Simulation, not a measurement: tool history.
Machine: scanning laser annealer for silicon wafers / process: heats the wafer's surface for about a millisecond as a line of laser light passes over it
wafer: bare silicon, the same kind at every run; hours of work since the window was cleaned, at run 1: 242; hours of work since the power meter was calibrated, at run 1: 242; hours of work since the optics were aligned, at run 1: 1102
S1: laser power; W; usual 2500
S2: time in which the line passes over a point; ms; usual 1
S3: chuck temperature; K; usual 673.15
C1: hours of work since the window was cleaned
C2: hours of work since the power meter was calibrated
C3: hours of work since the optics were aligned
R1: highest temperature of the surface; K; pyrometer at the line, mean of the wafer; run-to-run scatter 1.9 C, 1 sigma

run   hour    S1    S2      S3   C1   C2    C3       R1
  1      0  2500     1  673.15  242  242  1102  1419.15
  2   41.2  2500     1  673.15  263  263  1123  1417.15
  3   70.7  2500     1  673.15  279  279  1138  1419.15
  4  101.3  2500     1  673.15  294  294  1154  1418.15
     105.8  -- window over the wafer cleaned
  5    128  2500  1.12  673.15   11  307  1167  1451.15
  6  156.5  2500  1.12  673.15   26  322  1181  1455.15
  7  182.6  2310  1.01  660.15   39  335  1195  1324.15
  8  231.6  2500  0.74  673.15   65  360  1220  1291.15
     262.1  -- window over the wafer cleaned, once more
  9  263.9  2500  0.74  673.15    1  376  1236  1313.15
 10  290.8  2500  0.74  673.15   15  390  1249  1309.15
 11  336.6  2284  0.89  665.15   38  413  1273  1287.15
 12  388.7  2405  0.89  707.15   65  440  1300  1374.15

Each row is a separate what-if for the run after 12, all from the same tool condition, not one after another. Results?
  A  416.8  2324  0.99  692.15  79  454  1314   ?
  B  416.8  2148  0.75  645.15  79  454  1314   ?
  C  416.8  2405  0.93  707.15  79  454  1314   ?
  D  416.8  2163   1.2  707.15  79  454  1314   ?
  E  416.8  2431     1  649.15  79  454  1314   ?

run       R1
  A  1370.15
  B  1173.15
  C  1389.15
  D  1386.15
  E  1371.15
What these runs would have given with no unlogged condition in the tool:
run       R1
  A  1387.15
  B  1187.15
  C  1407.15
  D  1404.15
  E  1390.15
